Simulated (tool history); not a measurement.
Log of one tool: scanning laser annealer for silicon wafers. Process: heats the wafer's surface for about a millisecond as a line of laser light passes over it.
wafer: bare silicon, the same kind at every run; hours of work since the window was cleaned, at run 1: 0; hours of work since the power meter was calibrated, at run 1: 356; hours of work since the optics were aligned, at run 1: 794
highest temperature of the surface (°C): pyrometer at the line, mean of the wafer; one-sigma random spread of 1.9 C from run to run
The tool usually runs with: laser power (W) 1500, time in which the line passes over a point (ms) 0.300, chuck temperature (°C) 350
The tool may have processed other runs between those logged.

run	hour	laser power (W)	time in which the line passes over a point (ms)	chuck temperature (°C)	hours of work since the window was cleaned	hours of work since the power meter was calibrated	hours of work since the optics were aligned	highest temperature of the surface (°C)
1	0.0	1500	0.300	350	0	356	794	1082
2	23.5	1500	0.300	350	14	370	808	1078
3	35.0	1500	0.300	350	21	376	815	1075
4	56.4	1500	0.300	350	34	389	828	1074
5	74.0	1500	0.300	350	44	400	838	1077
6	85.8	1500	0.300	350	51	407	845	1071
7	99.1	1500	0.300	350	59	415	853	1073
8	120.1	1500	0.300	350	72	427	866	1072
9	135.7	1500	0.300	350	81	437	875	1069
10	155.1	1500	0.300	350	93	448	887	1069
11	174.8	1500	0.300	350	104	460	898	1068
12	195.4	1500	0.300	350	117	472	911	1063
13	214.9	1500	0.300	350	128	484	922	1059
14	228.7	1500	0.300	368	136	492	930	1076
15	238.9	1500	0.307	350	143	498	937	1069
16	251.5	1471	0.217	318	150	506	944	898
17	272.8	1471	0.217	318	163	518	957	896
18	287.4	1416	0.309	318	171	527	965	990
19	300.0	1511	0.234	318	179	535	973	939
20	314.6	1360	0.346	350	188	543	982	1032
21	326.6	1598	0.333	374	195	550	989	1176
22	344.5	1333	0.233	370	206	561	1000	901
23	364.2	1500	0.246	360	217	573	1011	987
24	380.3	1500	0.246	360	227	582	1021	989
25	391.3	1397	0.373	356	233	589	1027	1081
26	413.2	1315	0.234	326	246	602	1041	848
27	434.6	1581	0.297	341	259	615	1053	1076

Expected results for the next run?
28	446.8	1607	0.219	386	267	622	1061	?

For run 28 the tool returned highest temperature of the surface (°C) 1024.
Without the tool's hidden state the same run would have given highest temperature of the surface (°C) 1073.

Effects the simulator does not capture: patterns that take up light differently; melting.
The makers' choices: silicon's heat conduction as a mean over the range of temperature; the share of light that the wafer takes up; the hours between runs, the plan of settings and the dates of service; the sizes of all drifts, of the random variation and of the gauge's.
